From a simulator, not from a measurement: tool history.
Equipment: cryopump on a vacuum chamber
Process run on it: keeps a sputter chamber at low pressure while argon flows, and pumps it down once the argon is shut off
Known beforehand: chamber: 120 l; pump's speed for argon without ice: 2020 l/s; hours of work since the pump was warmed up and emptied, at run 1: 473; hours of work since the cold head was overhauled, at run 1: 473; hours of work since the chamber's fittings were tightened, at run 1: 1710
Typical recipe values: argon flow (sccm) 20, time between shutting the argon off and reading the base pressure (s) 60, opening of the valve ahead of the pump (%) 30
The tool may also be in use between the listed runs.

| run | hour | argon flow (sccm) | time between shutting the argon off and reading the base pressure (s) | opening of the valve ahead of the pump (%) | hours of work since the pump was warmed up and emptied | hours of work since the cold head was overhauled | hours of work since the chamber's fittings were tightened | pressure while argon flows (Pa) | pressure after the wait (uPa) |
|---|---|---|---|---|---|---|---|---|---|
| 1 | 0 | 20 | 60 | 30 | 473 | 473 | 1710 | 0.0601 | 0.98 |
| 2 | 17.1 | 25 | 60 | 30 | 484 | 484 | 1721 | 0.075 | 1.01 |
| 3 | 38.6 | 20 | 60 | 29 | 499 | 499 | 1735 | 0.0606 | 1 |
| 4 | 62.4 | 20 | 60 | 29 | 514 | 514 | 1751 | 0.0623 | 1.01 |
| 5 | 95.9 | 20 | 60 | 29 | 536 | 536 | 1773 | 0.0622 | 1.06 |
| 6 | 120.3 | 20 | 60 | 29 | 553 | 553 | 1789 | 0.063 | 1.01 |
| 7 | 149.1 | 20 | 60 | 29 | 572 | 572 | 1808 | 0.0615 | 1.02 |
| 8 | 172.4 | 20 | 60 | 29 | 587 | 587 | 1824 | 0.0636 | 1.05 |
| 9 | 194.2 | 20 | 60 | 29 | 602 | 602 | 1838 | 0.0624 | 1.07 |
| 10 | 215.6 | 8 | 123 | 51 | 616 | 616 | 1852 | 0.017 | 0.82 |
| 11 | 231.5 | 8 | 107 | 19 | 626 | 626 | 1863 | 0.0377 | 0.88 |
| 12 | 248.3 | 25 | 126 | 23 | 638 | 638 | 1874 | 0.0989 | 0.82 |
| 13 | 278.3 | 14 | 203 | 18 | 657 | 657 | 1894 | 0.0697 | 0.75 |
| 14 | 306.4 | 20 | 35 | 25 | 676 | 676 | 1913 | 0.0744 | 1.41 |
| 15 | 323.7 | 20 | 35 | 25 | 687 | 687 | 1924 | 0.0725 | 1.43 |
| 16 | 353 | 28 | 60 | 25 | 707 | 707 | 1943 | 0.1037 | 1.09 |

Consider 5 possible next runs. They are alternatives, not a sequence: every one starts from the tool as it was left by run 16. What does each give?
| A | 375.7 | 33 | 155 | 22 | 722 | 722 | 1959 | ? | ? |
| B | 375.7 | 28 | 175 | 26 | 722 | 722 | 1959 | ? | ? |
| C | 375.7 | 20 | 60 | 25 | 722 | 722 | 1959 | ? | ? |
| D | 375.7 | 8 | 149 | 47 | 722 | 722 | 1959 | ? | ? |
| E | 375.7 | 28 | 60 | 38 | 722 | 722 | 1959 | ? | ? |

| run | pressure while argon flows (Pa) | pressure after the wait (uPa) |
|---|---|---|
| A | 0.1373 | 0.84 |
| B | 0.1 | 0.83 |
| C | 0.0743 | 1.09 |
| D | 0.0174 | 0.85 |
| E | 0.0729 | 1.15 |
What these runs would have given with no unlogged condition in the tool:
| run | pressure while argon flows (Pa) | pressure after the wait (uPa) |
|---|---|---|
| A | 0.1255 | 0.33 |
| B | 0.0901 | 0.31 |
| C | 0.0671 | 0.59 |
| D | 0.0145 | 0.33 |
| E | 0.0629 | 0.62 |
